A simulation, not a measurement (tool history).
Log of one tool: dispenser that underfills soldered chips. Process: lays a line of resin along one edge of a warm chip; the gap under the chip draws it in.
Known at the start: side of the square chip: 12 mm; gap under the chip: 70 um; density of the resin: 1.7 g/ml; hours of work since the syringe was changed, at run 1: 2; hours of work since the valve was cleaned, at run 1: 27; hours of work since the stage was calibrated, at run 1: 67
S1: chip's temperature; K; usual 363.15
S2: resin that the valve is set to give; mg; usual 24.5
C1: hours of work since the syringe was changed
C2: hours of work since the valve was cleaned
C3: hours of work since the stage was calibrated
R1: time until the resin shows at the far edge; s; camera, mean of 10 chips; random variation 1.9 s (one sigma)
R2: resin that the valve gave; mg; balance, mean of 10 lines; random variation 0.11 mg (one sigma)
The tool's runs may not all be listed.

Run 1, hour 0.0: usual settings; C1 2; C2 27; C3 67. Result: R1 214.5 s, R2 24.33 mg.
Run 2, hour 10.7: usual settings; C1 8; C2 34; C3 74. Result: R1 360.1 s, R2 24.19 mg.
At hour 16.2: new syringe of resin.
Run 3, hour 18.4: usual settings; C1 1; C2 39; C3 79. Result: R1 211.0 s, R2 24.04 mg.
Run 4, hour 25.9: usual settings; C1 6; C2 43; C3 84. Result: R1 309.6 s, R2 24.21 mg.
At hour 35.0: new syringe of resin.
Run 5, hour 41.3: usual settings; C1 4; C2 53; C3 93. Result: R1 261.3 s, R2 24.14 mg.
Run 6, hour 48.6: usual settings but S2 22.1 mg; C1 9; C2 58; C3 98. Result: R1 392.3 s, R2 21.62 mg.
At hour 54.5: new syringe of resin.
Run 7, hour 57.4: usual settings but S2 22.1 mg; C1 2; C2 63; C3 103. Result: R1 226.8 s, R2 21.67 mg.
Run 8, hour 70.1: usual settings but S1 378.15 K, S2 22.1 mg; C1 10; C2 71; C3 111. Result: R1 246.4 s, R2 21.64 mg.
At hour 73.1: new syringe of resin.
Run 9, hour 81.8: usual settings but S1 378.15 K, S2 22.1 mg; C1 6; C2 78; C3 119. Result: R1 173.7 s, R2 21.57 mg.
At hour 91.7: new syringe of resin.
At hour 96.8: dispensing valve cleaned and set on the balance.
Run 10, hour 98.5: usual settings but S1 368.15 K; C1 4; C2 1; C3 128. Result: R1 204.2 s, R2 24.42 mg.
Run 11, hour 106.0: usual settings but S1 362.15 K, S2 24.8 mg; C1 8; C2 6; C3 133. Result: R1 387.7 s, R2 24.85 mg.
At hour 111.7: new syringe of resin.
Run 12, hour 114.2: usual settings but S1 361.15 K, S2 26.6 mg; C1 2; C2 11; C3 138. Result: R1 221.4 s, R2 26.66 mg.
Run 13, hour 121.4: usual settings but S1 366.15 K, S2 26.6 mg; C1 6; C2 15; C3 143. Result: R1 263.7 s, R2 26.46 mg.
At hour 130.0: new syringe of resin.
Run 14, hour 138.2: usual settings but S1 365.15 K, S2 24.8 mg; C1 5; C2 26; C3 153. Result: R1 265.3 s, R2 24.68 mg.
At hour 149.0: new syringe of resin.
Run 15, hour 150.5: usual settings but S1 365.15 K, S2 24.8 mg; C1 1; C2 34; C3 161. Result: R1 194.8 s, R2 24.43 mg.
Run 16, hour 158.2: usual settings but S1 365.15 K, S2 24.8 mg; C1 6; C2 39; C3 166. Result: R1 288.2 s, R2 24.58 mg.
At hour 167.2: new syringe of resin.
Run 17, hour 167.9: usual settings but S1 376.15 K, S2 29.9 mg; C1 0; C2 44; C3 172. Result: R1 119.4 s, R2 29.53 mg.
Run 18, hour 181.8: usual settings but S1 376.15 K, S2 29.9 mg; C1 9; C2 53; C3 181. Result: R1 237.8 s, R2 29.53 mg.

Forecast each of these 3 alternatives for the next run:
At hour 186.1: new syringe of resin.
Run A, hour 197.6: usual settings but S1 356.15 K, S2 24.7 mg; C1 7; C2 63; C3 191. Result: R1 ?, R2 ?.
At hour 186.1: new syringe of resin.
Run B, hour 197.6: usual settings but S2 26.7 mg; C1 7; C2 63; C3 191. Result: R1 ?, R2 ?.
At hour 186.1: new syringe of resin.
Run C, hour 197.6: usual settings but S2 25.7 mg; C1 7; C2 63; C3 191. Result: R1 ?, R2 ?.

run     R1     R2
  A  450.4  24.18
  B  339.8  26.18
  C  337.9  24.97
Without the tool's hidden state the same runs would have given:
run     R1     R2
  A  243.6  24.71
  B  184.0  26.75
  C  182.7  25.52

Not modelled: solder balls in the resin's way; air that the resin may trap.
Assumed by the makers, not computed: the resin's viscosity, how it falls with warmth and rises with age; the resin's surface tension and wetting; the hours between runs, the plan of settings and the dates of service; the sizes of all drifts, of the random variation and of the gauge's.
